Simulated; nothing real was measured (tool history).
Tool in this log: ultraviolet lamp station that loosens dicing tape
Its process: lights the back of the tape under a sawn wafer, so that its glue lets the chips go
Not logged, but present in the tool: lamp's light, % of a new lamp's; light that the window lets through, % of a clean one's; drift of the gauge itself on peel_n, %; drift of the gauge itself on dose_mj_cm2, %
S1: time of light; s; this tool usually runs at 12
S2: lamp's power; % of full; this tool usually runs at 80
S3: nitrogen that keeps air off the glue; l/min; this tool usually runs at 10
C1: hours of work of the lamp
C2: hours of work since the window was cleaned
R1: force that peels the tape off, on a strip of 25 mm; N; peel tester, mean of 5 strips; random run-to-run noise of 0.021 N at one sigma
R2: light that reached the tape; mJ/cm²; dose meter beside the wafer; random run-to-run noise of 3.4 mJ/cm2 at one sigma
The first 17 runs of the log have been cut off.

run     day  S1  S2  S3   C1   C2     R1   R2
      9.162  -- window cleaned of glue's vapour
 18   9.567  12  80   6  540    6  1.503  514
 19   9.908   8  80   7  545   12  2.423  340
 20  10.462  12  80  13  554   21  1.019  513
 21  10.954  12  80  13  562   29  1.034  513
 22  11.312   8  70   6  567   34  2.837  296
 23  11.679  21  80   6  573   40  0.545  889
 24  12.142  20  61  10  581   47  0.753  642
 25  12.567   7  66   4  587   54  3.848  246
 26  12.979  10  76   4  594   61  2.366  400
 27  13.554   9  97   6  603   70  1.663  462
 28  14.088   9  75  11  612   78  1.947  350
 29  14.458  12  80  17  618   84      1  504
 30   15.05  13  86   4  627   94  1.452  583
 31  15.425   8  88   4  633  100    2.6  363

Predict each of these 5 candidate next runs independently; none follows another, all start after run 31:
  A  15.983  12  80  13  642  109   ?   ?
  B  15.983  11  65   4  642  109   ?   ?
  C  15.983  14  64  10  642  109   ?   ?
  D  15.983  14  80  10  642  109   ?   ?
  E  15.983  14  88   4  642  109   ?   ?

run     R1   R2
  A  1.079  498
  B  2.607  373
  C  1.356  471
  D  0.913  581
  E  1.255  635
Without the tool's hidden state the same runs would have given:
run     R1   R2
  A  0.902  550
  B  2.325  412
  C  1.148  521
  D  0.757  642
  E  1.056  702
